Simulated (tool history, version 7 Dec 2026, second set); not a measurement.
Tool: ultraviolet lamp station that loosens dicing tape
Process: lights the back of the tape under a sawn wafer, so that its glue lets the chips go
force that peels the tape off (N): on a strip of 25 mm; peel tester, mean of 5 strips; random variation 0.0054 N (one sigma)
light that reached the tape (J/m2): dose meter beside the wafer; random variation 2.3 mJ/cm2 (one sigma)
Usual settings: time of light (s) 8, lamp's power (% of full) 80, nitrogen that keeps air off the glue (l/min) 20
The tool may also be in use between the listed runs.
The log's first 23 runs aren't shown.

run,hour,time of light (s),lamp's power (% of full),nitrogen that keeps air off the glue (l/min),hours of work of the lamp,hours of work since the window was cleaned,force that peels the tape off (N),light that reached the tape (J/m2)
24,608.8,12,80,24,429,226,0.072,2710
25,631.5,5,96,21,445,241,0.280,1370
26,650.0,9,66,20,457,254,0.176,1650
27,686.9,8,78,7,482,278,0.366,1690
28,705.1,8,78,7,494,290,0.385,1650
29,741.2,8,78,7,518,315,0.378,1680
30,762.9,8,80,9,533,329,0.317,1690
31,795.3,8,80,9,554,351,0.332,1650
32,825.9,8,80,9,575,372,0.320,1660
33,862.0,11,82,24,599,396,0.094,2280
34,879.0,11,95,24,611,407,0.079,2620
# hour 891.1: lamp changed
35,902.4,11,95,7,8,422,0.110,3140
36,933.8,11,95,7,29,443,0.111,3120
37,965.1,10,74,7,50,464,0.215,2180
38,990.4,9,69,25,67,481,0.132,1770
39,1010.3,16,71,25,80,494,0.068,3310
40,1038.7,16,71,25,99,514,0.065,3240
41,1061.0,10,65,20,114,528,0.142,1870
42,1083.0,11,80,6,129,543,0.201,2490
43,1115.3,11,80,6,150,565,0.189,2430
44,1143.8,8,80,19,169,584,0.174,1770

Forecast each of these 3 alternatives for the next run:
A,1172.4,6,71,10,189,603,?,?
B,1172.4,13,79,19,189,603,?,?
C,1172.4,8,74,32,189,603,?,?

run,force that peels the tape off (N),light that reached the tape (J/m2)
A,0.573,1140
B,0.072,2770
C,0.149,1620
Without the tool's hidden state the same runs would have given:
run,force that peels the tape off (N),light that reached the tape (J/m2)
A,0.354,1490
B,0.061,3630
C,0.091,2120
